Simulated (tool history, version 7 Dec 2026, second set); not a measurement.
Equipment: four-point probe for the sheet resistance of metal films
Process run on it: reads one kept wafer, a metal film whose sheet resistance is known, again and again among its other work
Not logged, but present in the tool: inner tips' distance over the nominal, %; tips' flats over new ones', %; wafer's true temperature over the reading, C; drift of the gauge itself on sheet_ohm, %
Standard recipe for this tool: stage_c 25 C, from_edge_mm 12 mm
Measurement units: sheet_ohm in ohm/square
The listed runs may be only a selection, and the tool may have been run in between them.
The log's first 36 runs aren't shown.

run,hour,stage_c,from_edge_mm,touches since the probe head was changed,hours of work since the stage's thermometer was calibrated,sheet_ohm
37,2909.3,24,12,27546,521,4.897168
38,3020,28,23,31364,566,4.876406
39,3110.9,28,23,34502,604,4.873797
40,3210.5,22,4,37937,645,5.106848
41,3289.5,20,74,40660,678,4.856586
42,3379,19,12,43750,715,4.885058
43,3469.4,28,4,46866,752,5.105566
44,3519.6,22,4,48597,773,5.102327

What if the next run were any one of these 4? Each begins from the tool's condition after run 44:
A,3598.1,30,55,51307,805,?
B,3598.1,19,56,51307,805,?
C,3598.1,27,4,51307,805,?
D,3598.1,30,16,51307,805,?

run,sheet_ohm
A,4.854712
B,4.851417
C,5.103487
D,4.872355
The same runs, with their run-to-run variation unchanged, on a tool lacking any hidden condition would have given:
run,sheet_ohm
A,4.888699
B,4.885608
C,5.139154
D,4.906459

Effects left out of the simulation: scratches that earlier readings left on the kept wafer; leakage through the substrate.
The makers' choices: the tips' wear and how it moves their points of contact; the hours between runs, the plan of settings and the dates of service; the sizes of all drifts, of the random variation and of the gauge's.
